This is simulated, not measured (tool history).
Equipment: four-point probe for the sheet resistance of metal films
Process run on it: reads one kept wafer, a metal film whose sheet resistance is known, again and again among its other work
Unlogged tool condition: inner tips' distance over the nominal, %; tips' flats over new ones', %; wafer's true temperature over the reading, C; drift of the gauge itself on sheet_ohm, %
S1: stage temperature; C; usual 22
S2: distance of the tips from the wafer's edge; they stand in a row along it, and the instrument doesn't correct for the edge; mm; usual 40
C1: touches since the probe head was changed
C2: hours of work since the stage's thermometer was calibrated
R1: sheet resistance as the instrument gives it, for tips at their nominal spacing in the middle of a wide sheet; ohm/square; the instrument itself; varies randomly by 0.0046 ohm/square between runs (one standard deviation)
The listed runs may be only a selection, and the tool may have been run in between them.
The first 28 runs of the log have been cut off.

run 29 day=12.754 | S1=18 S2=11 | C1=47792 C2=661 | R1=23.059971
run 30 day=13.092 | S1=18 S2=11 | C1=48301 C2=666 | R1=23.065354
run 31 day=13.608 | S1=18 S2=7 | C1=49073 C2=675 | R1=23.210059
run 32 day=14.271 | S1=18 S2=7 | C1=50071 C2=687 | R1=23.212121
run 33 day=14.879 | S1=22 S2=16 | C1=50981 C2=697 | R1=23.012099
run 34 day=15.454 | S1=24 S2=25 | C1=51843 C2=707 | R1=22.989885
run 35 day=16.129 | S1=30 S2=3 | C1=52859 C2=719 | R1=24.263896
run 36 day=16.675 | S1=26 S2=14 | C1=53679 C2=729 | R1=23.041664
run 37 day=17.312 | S1=26 S2=14 | C1=54633 C2=740 | R1=23.031741
run 38 day=17.675 | S1=26 S2=14 | C1=55175 C2=746 | R1=23.041378

Alternative continuations, all from the tool just after run 38; predict every row:
run A day=18.188 | S1=18 S2=73 | C1=55946 C2=755 | R1=?
run B day=18.188 | S1=30 S2=14 | C1=55946 C2=755 | R1=?
run C day=18.188 | S1=30 S2=4 | C1=55946 C2=755 | R1=?

run=A R1=22.987875
run=B R1=23.040336
run=C R1=23.726227
Without the tool's unlogged condition, the same runs would have read:
run=A R1=22.787444
run=B R1=22.838812
run=C R1=23.519238
